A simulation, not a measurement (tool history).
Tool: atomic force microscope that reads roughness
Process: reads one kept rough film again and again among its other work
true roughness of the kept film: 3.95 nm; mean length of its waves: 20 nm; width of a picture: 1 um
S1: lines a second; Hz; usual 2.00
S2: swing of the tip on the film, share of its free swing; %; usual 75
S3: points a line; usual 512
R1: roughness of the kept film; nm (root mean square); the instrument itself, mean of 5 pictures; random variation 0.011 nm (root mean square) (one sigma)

run,day,S1,S2,S3,R1
1,0.000,2.00,75,512,1.454
2,0.367,2.00,75,512,1.381
3,0.767,2.00,75,512,1.312
# day 0.846: new tip fitted
4,1.333,2.00,75,512,2.173
5,1.600,1.60,75,512,2.109
6,2.175,2.00,77,512,1.845
7,2.575,2.00,75,512,1.736
8,2.896,0.65,75,512,1.797
9,3.188,0.65,75,512,1.717
10,3.729,0.65,75,512,1.605
11,4.083,2.00,75,512,1.397
# day 4.171: height scale calibrated on a step standard
12,4.504,2.00,75,512,1.322
# day 4.625: new tip fitted
13,5.088,2.00,75,512,2.220
14,5.396,0.80,75,512,2.254
# day 5.771: height scale calibrated on a step standard, once more
15,5.975,3.31,75,512,1.761
16,6.333,2.00,60,512,1.914
17,6.867,2.00,60,512,1.761
18,7.458,2.00,60,512,1.616
19,7.712,1.23,84,796,1.445
20,8.075,0.64,75,512,1.494
# day 8.404: new tip fitted
21,8.658,0.64,87,512,2.382
22,9.042,1.12,65,421,2.314

The next listed run, before its measurement:
23,9.538,1.26,65,307,?

Run 23 gave R1 2.067 nm (root mean square).
Without the tool's hidden state the same run would have given R1 2.635 nm (root mean square).
